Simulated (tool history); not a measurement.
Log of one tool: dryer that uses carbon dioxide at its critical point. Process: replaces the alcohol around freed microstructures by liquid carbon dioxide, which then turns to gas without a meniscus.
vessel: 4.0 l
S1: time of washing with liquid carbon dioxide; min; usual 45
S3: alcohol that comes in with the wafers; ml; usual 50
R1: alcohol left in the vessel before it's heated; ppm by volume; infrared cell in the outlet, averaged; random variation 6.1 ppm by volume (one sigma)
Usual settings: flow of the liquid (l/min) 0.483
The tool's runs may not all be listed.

Run 1, hour 0.0: usual settings. Result: R1 285 ppm by volume.
Run 2, hour 38.5: usual settings but S1 42 min. Result: R1 380 ppm by volume.
Run 3, hour 71.1: usual settings but S1 42 min. Result: R1 392 ppm by volume.
Run 4, hour 121.0: usual settings but S1 42 min. Result: R1 412 ppm by volume.
Run 5, hour 156.0: usual settings but S1 55 min. Result: R1 172 ppm by volume.
Run 6, hour 178.0: usual settings. Result: R1 350 ppm by volume.
Run 7, hour 221.5: usual settings. Result: R1 360 ppm by volume.
Run 8, hour 264.5: usual settings. Result: R1 387 ppm by volume.
Run 9, hour 309.3: usual settings. Result: R1 417 ppm by volume.
At hour 319.5: purifier's bed changed.
Run 10, hour 355.7: usual settings but S3 63 ml. Result: R1 457 ppm by volume.
At hour 380.3: inlet filter changed.
Run 11, hour 393.9: usual settings but flow of the liquid (l/min) 0.414, S3 92 ml. Result: R1 721 ppm by volume.
Run 12, hour 433.6: usual settings but S1 43 min, flow of the liquid (l/min) 0.408, S3 45 ml. Result: R1 456 ppm by volume.
Run 13, hour 463.9: usual settings but S1 43 min, flow of the liquid (l/min) 0.408, S3 45 ml. Result: R1 497 ppm by volume.

Some steps in R1 between neighbouring runs. How much of each would the tool show without its hidden state too (settings, what came in, random variation), and how much is left for the hidden state, with any gauge scatter that isn't in both results?
The hidden state here: flow that reaches the vessel past the clogged filter, %; alcohol in the recycled carbon dioxide, ppm; drift of the gauge itself on alcohol_ppm, %.
Run 10 -> 11: flow of the liquid (l/min) 0.483 -> 0.414, S3 63 -> 92, inlet filter changed. R1 +264 ppm by volume: hidden state -163, all else +427.
Run 11 -> 12: S1 45 -> 43, flow of the liquid (l/min) 0.414 -> 0.408, S3 92 -> 45. R1 -265 ppm by volume: hidden state +14, all else -279.
